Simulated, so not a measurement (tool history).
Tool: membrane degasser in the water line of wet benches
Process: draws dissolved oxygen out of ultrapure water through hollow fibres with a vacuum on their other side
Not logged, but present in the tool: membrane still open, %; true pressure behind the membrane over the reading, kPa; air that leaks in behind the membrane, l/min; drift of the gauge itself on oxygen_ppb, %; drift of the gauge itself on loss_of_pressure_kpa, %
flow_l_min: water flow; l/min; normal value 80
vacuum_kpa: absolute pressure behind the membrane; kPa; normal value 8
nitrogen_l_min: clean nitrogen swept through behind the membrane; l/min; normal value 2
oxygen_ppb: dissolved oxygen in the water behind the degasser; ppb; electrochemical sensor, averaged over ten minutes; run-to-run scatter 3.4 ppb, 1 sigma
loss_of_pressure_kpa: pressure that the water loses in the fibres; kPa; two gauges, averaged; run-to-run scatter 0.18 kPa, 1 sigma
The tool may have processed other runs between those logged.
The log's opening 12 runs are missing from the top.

| run | hour | flow_l_min | vacuum_kpa | nitrogen_l_min | hours since the membrane was changed | hours since the vacuum gauge was calibrated | hours since the vacuum lines were made tight | oxygen_ppb | loss_of_pressure_kpa |
|---|---|---|---|---|---|---|---|---|---|
| 13 | 2985.7 | 80 | 8 | 2 | 4769 | 1818 | 11513 | 457.8 | 33.1 |
| 14 | 3284.9 | 80 | 8 | 2 | 5068 | 2117 | 11812 | 464.6 | 33.04 |
| 15 | 3511.6 | 80 | 8 | 2 | 5295 | 2344 | 12039 | 465.3 | 33.47 |
| 16 | 3732.7 | 80 | 8 | 2 | 5516 | 2565 | 12260 | 458.3 | 33.1 |
| 17 | 3976.1 | 80 | 8 | 2 | 5760 | 2808 | 12503 | 463.2 | 33.34 |
| 18 | 4160.7 | 80 | 8 | 2 | 5944 | 2993 | 12688 | 465.8 | 33.24 |
| 19 | 4406.9 | 53 | 17.87 | 2.51 | 6190 | 3239 | 12934 | 672.8 | 22.01 |
| 20 | 4740.6 | 53 | 17.87 | 2.51 | 6524 | 3573 | 13268 | 667.1 | 21.96 |
| 21 | 5037.2 | 55 | 17.87 | 3.24 | 6821 | 3869 | 13564 | 566.5 | 22.74 |
| 22 | 5192.3 | 55 | 17.87 | 3.24 | 6976 | 4025 | 13719 | 568.8 | 22.83 |
| 23 | 5394.6 | 68 | 10.21 | 4.96 | 7178 | 4227 | 13922 | 280.2 | 28.13 |
| 24 | 5571.3 | 68 | 10.21 | 4.96 | 7355 | 4403 | 14098 | 278.5 | 28.46 |
| 25 | 5856.9 | 80 | 8.73 | 1.89 | 7640 | 4689 | 14384 | 542 | 33.45 |
| 26 | 6012.8 | 80 | 4.85 | 2.18 | 7796 | 4845 | 14540 | 214.6 | 33.37 |
| 27 | 6229.3 | 80 | 4.85 | 2.18 | 8013 | 5062 | 14756 | 220.2 | 33.76 |
| 28 | 6511.9 | 80 | 4.85 | 2.18 | 8295 | 5344 | 15039 | 216 | 33.54 |
| 29 | 6649.7 | 73 | 10.83 | 0.83 | 8433 | 5482 | 15177 | 1054.6 | 30.59 |
| 30 | 6804.4 | 71 | 10.83 | 2.59 | 8588 | 5637 | 15332 | 498.5 | 29.53 |
|  | 6881.1 | seals of the vacuum lines changed |
| 31 | 7038.8 | 83 | 5.08 | 1.56 | 8820 | 5869 | 158 | 288.2 | 34.79 |
| 32 | 7212.7 | 68 | 7.98 | 3.58 | 8994 | 6043 | 332 | 265.1 | 28.29 |

Each row is a separate what-if for the run after 32, all from the same tool condition, not one after another. Results?
| A | 7437.9 | 75 | 8 | 2 | 9219 | 6268 | 557 | ? | ? |
| B | 7437.9 | 64 | 8 | 2 | 9219 | 6268 | 557 | ? | ? |
| C | 7437.9 | 80 | 8 | 2.01 | 9219 | 6268 | 557 | ? | ? |
| D | 7437.9 | 123 | 7.98 | 3.58 | 9219 | 6268 | 557 | ? | ? |

| run | oxygen_ppb | loss_of_pressure_kpa |
|---|---|---|
| A | 439.6 | 31.21 |
| B | 366.5 | 26.68 |
| C | 460.5 | 33.55 |
| D | 556.1 | 51.54 |
Stripped of hidden state, with their random variation kept, the same runs would have yielded:
| run | oxygen_ppb | loss_of_pressure_kpa |
|---|---|---|
| A | 439 | 30.4 |
| B | 366 | 25.99 |
| C | 459.9 | 32.69 |
| D | 555.2 | 50.22 |

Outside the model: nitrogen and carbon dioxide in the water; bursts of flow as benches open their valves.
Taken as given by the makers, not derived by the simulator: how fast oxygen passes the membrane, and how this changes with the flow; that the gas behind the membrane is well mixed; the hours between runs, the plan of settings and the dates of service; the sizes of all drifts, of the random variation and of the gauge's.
